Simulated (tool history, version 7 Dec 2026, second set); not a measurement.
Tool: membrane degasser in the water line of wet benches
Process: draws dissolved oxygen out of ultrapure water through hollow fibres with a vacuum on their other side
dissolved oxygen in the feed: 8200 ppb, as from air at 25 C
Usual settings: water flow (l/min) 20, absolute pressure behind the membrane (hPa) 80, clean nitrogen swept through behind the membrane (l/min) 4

run	hour	water flow (l/min)	absolute pressure behind the membrane (hPa)	clean nitrogen swept through behind the membrane (l/min)	dissolved oxygen in the water behind the degasser (ppb)	pressure that the water loses in the fibres (hPa)
1	0	20	80	4	67.2	373.2
2	76.9	20	80	1.75	137.9	370.4
3	196.9	20	80	1.75	138.9	371.3
4	309.7	20	80	1.75	136.8	371.7
5	447.6	20	80	1.75	139.4	373.8
6	540.5	20	80	1.75	138.2	372.8
7	644.8	20	80	1.75	140.1	373.3
8	710	20	80	1.75	137.5	373.8
9	783.9	20	80	1.75	137.6	373.3
10	892.7	20	92.1	4	81.4	373.1
11	1012.7	20	80	4	67.5	374.8
12	1140.7	20	80	4	68.3	374.1
13	1260.2	20	80	4	67.9	374.1
14	1396.4	20	80	4	67.2	372.4
15	1455.4	20	80	4	68	374.7
16	1579.7	17	80	4	56.9	320.5
17	1669	20	107.8	4	101.8	373.8
18	1782.3	19	160.1	4	155.4	356.1
19	1860.5	19	153	6.3	98.4	357.5
20	1978	26	86.7	4.93	88	487.5
21	2077.7	26	86.7	4.93	87.5	487
22	2177.4	16	104.4	5.04	62.8	301.2
23	2307.9	31	184.3	4	304.7	577.9
24	2390.2	31	184.3	4	301.6	581.7
25	2522.4	31	184.3	4	302	579.6
26	2591.7	31	184.3	1.75	606.7	581.6
27	2659.6	12	67.4	6.08	20.2	226.4
28	2735	12	67.4	6.08	20.6	227.5
29	2821	18	54.1	4	33.2	339.2
30	2957.1	20	89.1	4	81.3	377.2
31	3036.6	20	89.1	4	80.7	376.9

3 ways to go on from here, each from the tool as it stands after run 31. What would each give?
A	3153.1	14	89.1	8.78	?	?
B	3153.1	20	80	9.65	?	?
C	3153.1	23	191.6	9.78	?	?

run	dissolved oxygen in the water behind the degasser (ppb)	pressure that the water loses in the fibres (hPa)
A	26.4	264.3
B	34.1	380.1
C	105.1	433.9
Without the tool's hidden state the same runs would have given:
run	dissolved oxygen in the water behind the degasser (ppb)	pressure that the water loses in the fibres (hPa)
A	24	255.9
B	30.6	368.2
C	99.9	420.1
